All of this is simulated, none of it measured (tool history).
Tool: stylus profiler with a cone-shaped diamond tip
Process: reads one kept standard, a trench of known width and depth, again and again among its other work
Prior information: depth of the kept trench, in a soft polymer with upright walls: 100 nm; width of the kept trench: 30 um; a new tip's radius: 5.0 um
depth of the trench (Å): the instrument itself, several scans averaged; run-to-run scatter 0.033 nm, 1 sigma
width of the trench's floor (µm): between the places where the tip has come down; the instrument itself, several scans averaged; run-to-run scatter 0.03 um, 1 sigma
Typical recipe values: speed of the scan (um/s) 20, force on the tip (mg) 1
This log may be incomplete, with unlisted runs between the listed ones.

| run | hour | speed of the scan (um/s) | force on the tip (mg) | depth of the trench (Å) | width of the trench's floor (µm) |
|---|---|---|---|---|---|
| 1 | 0 | 20 | 1 | 1007.3 | 27.81 |
| 2 | 7.8 | 20 | 1 | 1007.4 | 27.81 |
| 3 | 15.6 | 20 | 1 | 1007.5 | 27.85 |
| 4 | 22.5 | 20 | 1 | 1007.1 | 27.87 |
| 5 | 28.8 | 25 | 1 | 1007.9 | 27.81 |
| 6 | 42.3 | 25 | 1 | 1007.8 | 27.78 |
| 7 | 52.1 | 25 | 1 | 1007.5 | 27.75 |
| 8 | 62.8 | 25 | 1 | 1007.9 | 27.8 |
| 9 | 71 | 25 | 1 | 1006.9 | 27.76 |
| 10 | 80.9 | 67 | 1 | 1007.6 | 27.62 |
| 11 | 95.7 | 67 | 1 | 1007 | 27.61 |
| 12 | 104.1 | 67 | 1 | 1007.3 | 27.62 |
| 13 | 117.8 | 20 | 1 | 1007.6 | 27.74 |
| 14 | 132.8 | 20 | 1 | 1007.3 | 27.77 |
| 15 | 146.5 | 20 | 1 | 1006.8 | 27.78 |
| 16 | 155.1 | 20 | 0.55 | 1004.1 | 27.75 |
| 17 | 163.5 | 20 | 0.55 | 1004.3 | 27.76 |
| 18 | 176.9 | 20 | 0.86 | 1006.3 | 27.74 |
| 19 | 188.3 | 20 | 0.34 | 1003.2 | 27.75 |
| 20 | 199.3 | 20 | 0.34 | 1002.1 | 27.69 |
| 21 | 207.4 | 20 | 0.34 | 1002.7 | 27.71 |
| 22 | 219.4 | 20 | 0.34 | 1002.3 | 27.72 |
| 23 | 229.5 | 20 | 0.34 | 1001.8 | 27.74 |
| 24 | 239.8 | 20 | 0.34 | 1002 | 27.71 |
| 25 | 250.2 | 6 | 0.72 | 1005 | 27.74 |
| 26 | 257.3 | 6 | 0.72 | 1005.1 | 27.73 |
| 27 | 265.8 | 6 | 0.72 | 1005.6 | 27.81 |
| 28 | 273.6 | 28 | 1.98 | 1011.6 | 27.76 |
| 29 | 282 | 28 | 1.56 | 1009.6 | 27.75 |
| 30 | 292.3 | 17 | 1.23 | 1007.7 | 27.8 |
|  | 293.7 | height scale calibrated on a step standard |
| 31 | 304.1 | 8 | 0.5 | 1004 | 27.7 |
| 32 | 317.6 | 35 | 1.32 | 1007.9 | 27.66 |
| 33 | 325.2 | 35 | 1.32 | 1007.7 | 27.69 |
| 34 | 333.1 | 54 | 0.36 | 1002.8 | 27.5 |
| 35 | 344.4 | 54 | 0.36 | 1002.6 | 27.47 |
| 36 | 355.3 | 54 | 0.36 | 1002.6 | 27.51 |
| 37 | 369.3 | 9 | 1 | 1006.1 | 27.73 |
| 38 | 379.9 | 8 | 0.8 | 1005.5 | 27.77 |
|  | 383.2 | height scale calibrated on a step standard, once more |
| 39 | 392 | 8 | 0.8 | 1006.8 | 27.76 |
| 40 | 398.2 | 20 | 0.35 | 1003.9 | 27.67 |
| 41 | 409.6 | 72 | 0.55 | 1005.8 | 27.45 |
| 42 | 422.8 | 69 | 1.02 | 1008 | 27.49 |
| 43 | 432.3 | 15 | 0.69 | 1006 | 27.7 |
| 44 | 440.9 | 11 | 2.71 | 1014.6 | 27.64 |
| 45 | 448.9 | 62 | 0.34 | 1003.7 | 27.41 |
| 46 | 457.2 | 8 | 2.68 | 1015.2 | 27.73 |

Measured result minus the same run's result without the hidden state. Both carry the same run-to-run variation, though not necessarily the same gauge scatter:
What the log doesn't record here: radius of the tip, um; height scale over the true one, %; drift of the gauge itself on depth_nm, %; drift of the gauge itself on floor_um, %.
| run | depth of the trench (Å) | width of the trench's floor (µm) |
|---|---|---|
| 1 | -0.7 | -0.11 |
| 2 | -0.7 | -0.11 |
| 3 | -0.6 | -0.12 |
| 4 | -0.7 | -0.12 |
| 5 | -0.7 | -0.12 |
| 6 | -0.7 | -0.13 |
| 7 | -0.8 | -0.13 |
| 8 | -0.7 | -0.13 |
| 9 | -0.8 | -0.13 |
| 10 | -0.9 | -0.14 |
| 11 | -0.9 | -0.14 |
| 12 | -0.9 | -0.14 |
| 13 | -1 | -0.14 |
| 14 | -0.9 | -0.16 |
| 15 | -1 | -0.16 |
| 16 | -1 | -0.16 |
| 17 | -1 | -0.17 |
| 18 | -1 | -0.17 |
| 19 | -1.1 | -0.18 |
| 20 | -1.1 | -0.18 |
| 21 | -1.2 | -0.18 |
| 22 | -1.2 | -0.19 |
| 23 | -1.2 | -0.19 |
| 24 | -1.2 | -0.19 |
| 25 | -1.2 | -0.2 |
| 26 | -1.2 | -0.2 |
| 27 | -1.2 | -0.2 |
| 28 | -1.3 | -0.2 |
| 29 | -1.3 | -0.21 |
| 30 | -1.4 | -0.21 |
| 31 | -1.6 | -0.22 |
| 32 | -1.7 | -0.21 |
| 33 | -1.7 | -0.22 |
| 34 | -1.7 | -0.22 |
| 35 | -1.7 | -0.23 |
| 36 | -1.8 | -0.23 |
| 37 | -1.8 | -0.24 |
| 38 | -1.8 | -0.24 |
| 39 | -0.2 | -0.24 |
| 40 | -0.2 | -0.24 |
| 41 | -0.2 | -0.25 |
| 42 | -0.2 | -0.25 |
| 43 | -0.3 | -0.26 |
| 44 | -0.3 | -0.26 |
| 45 | -0.4 | -0.26 |
| 46 | -0.3 | -0.27 |
